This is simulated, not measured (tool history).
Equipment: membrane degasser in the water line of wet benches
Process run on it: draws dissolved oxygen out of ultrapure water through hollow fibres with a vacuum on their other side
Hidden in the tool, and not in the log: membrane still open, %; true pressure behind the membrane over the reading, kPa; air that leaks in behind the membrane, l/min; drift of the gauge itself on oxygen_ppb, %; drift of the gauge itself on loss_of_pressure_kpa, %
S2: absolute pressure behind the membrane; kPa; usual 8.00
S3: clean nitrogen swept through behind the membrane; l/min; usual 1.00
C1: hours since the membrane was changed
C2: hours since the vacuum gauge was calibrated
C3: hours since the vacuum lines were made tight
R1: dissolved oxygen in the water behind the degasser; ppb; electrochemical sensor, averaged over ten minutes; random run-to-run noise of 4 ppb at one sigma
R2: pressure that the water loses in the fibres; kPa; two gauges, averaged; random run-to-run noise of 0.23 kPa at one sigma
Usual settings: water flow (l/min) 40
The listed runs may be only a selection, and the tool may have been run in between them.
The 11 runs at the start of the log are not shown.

run 12 day=22.400 | water_flow_(l/min)=40 S2=8.00 S3=1.00 | C1=2920 C2=2490 C3=3107 | R1=447.9 R2=58.20
run 13 day=24.342 | water_flow_(l/min)=40 S2=6.76 S3=1.00 | C1=2966 C2=2537 C3=3154 | R1=355.2 R2=58.23
run 14 day=26.142 | water_flow_(l/min)=40 S2=8.00 S3=1.00 | C1=3010 C2=2580 C3=3197 | R1=443.9 R2=58.38
run 15 day=28.175 | water_flow_(l/min)=40 S2=8.00 S3=1.00 | C1=3058 C2=2629 C3=3246 | R1=445.3 R2=58.34
run 16 day=29.788 | water_flow_(l/min)=40 S2=8.00 S3=1.00 | C1=3097 C2=2667 C3=3284 | R1=443.6 R2=58.31
run 17 day=31.279 | water_flow_(l/min)=32 S2=8.00 S3=1.34 | C1=3133 C2=2703 C3=3320 | R1=275.3 R2=46.42
run 18 day=32.979 | water_flow_(l/min)=43 S2=8.00 S3=1.34 | C1=3174 C2=2744 C3=3361 | R1=404.8 R2=62.73
run 19 day=35.767 | water_flow_(l/min)=43 S2=8.00 S3=1.34 | C1=3241 C2=2811 C3=3428 | R1=405.1 R2=62.83
run 20 day=38.667 | water_flow_(l/min)=43 S2=8.00 S3=1.34 | C1=3310 C2=2880 C3=3498 | R1=410.6 R2=62.55
run 21 day=40.704 | water_flow_(l/min)=24 S2=8.00 S3=1.00 | C1=3359 C2=2929 C3=3546 | R1=255.6 R2=35.28
run 22 day=43.725 | water_flow_(l/min)=39 S2=5.29 S3=2.89 | C1=3432 C2=3002 C3=3619 | R1=139.5 R2=56.82
run 23 day=46.567 | water_flow_(l/min)=39 S2=5.29 S3=2.89 | C1=3500 C2=3070 C3=3687 | R1=138.6 R2=56.85
run 24 day=48.054 | water_flow_(l/min)=39 S2=5.29 S3=2.89 | C1=3535 C2=3106 C3=3723 | R1=139.3 R2=57.05
run 25 day=49.700 | water_flow_(l/min)=39 S2=5.29 S3=2.89 | C1=3575 C2=3145 C3=3762 | R1=137.2 R2=56.43
run 26 day=51.633 | water_flow_(l/min)=63 S2=8.00 S3=1.19 | C1=3621 C2=3192 C3=3809 | R1=735.9 R2=91.69
run 27 day=54.317 | water_flow_(l/min)=49 S2=9.18 S3=2.07 | C1=3686 C2=3256 C3=3873 | R1=448.9 R2=71.31
run 28 day=57.346 | water_flow_(l/min)=49 S2=9.18 S3=2.07 | C1=3758 C2=3329 C3=3946 | R1=439.6 R2=71.17
run 29 day=59.958 | water_flow_(l/min)=49 S2=8.00 S3=1.00 | C1=3821 C2=3391 C3=4009 | R1=576.4 R2=71.49
run 30 day=61.983 | water_flow_(l/min)=49 S2=8.00 S3=1.00 | C1=3870 C2=3440 C3=4057 | R1=576.8 R2=71.53
run 31 day=64.192 | water_flow_(l/min)=52 S2=8.00 S3=1.52 | C1=3923 C2=3493 C3=4110 | R1=497.2 R2=76.04

Here are 3 independent what-if runs from the current tool condition. What would each one return?
run A day=66.288 | water_flow_(l/min)=40 S2=8.00 S3=0.45 | C1=3973 C2=3543 C3=4160 | R1=? R2=?
run B day=66.288 | water_flow_(l/min)=37 S2=4.89 S3=0.84 | C1=3973 C2=3543 C3=4160 | R1=? R2=?
run C day=66.288 | water_flow_(l/min)=29 S2=6.42 S3=1.38 | C1=3973 C2=3543 C3=4160 | R1=? R2=?

run=A R1=723.7 R2=58.21
run=B R1=203.9 R2=53.73
run=C R1=172.2 R2=42.10
Had the tool no hidden state, the same runs would have come out as:
run=A R1=723.4 R2=58.20
run=B R1=203.6 R2=53.71
run=C R1=172.0 R2=42.09
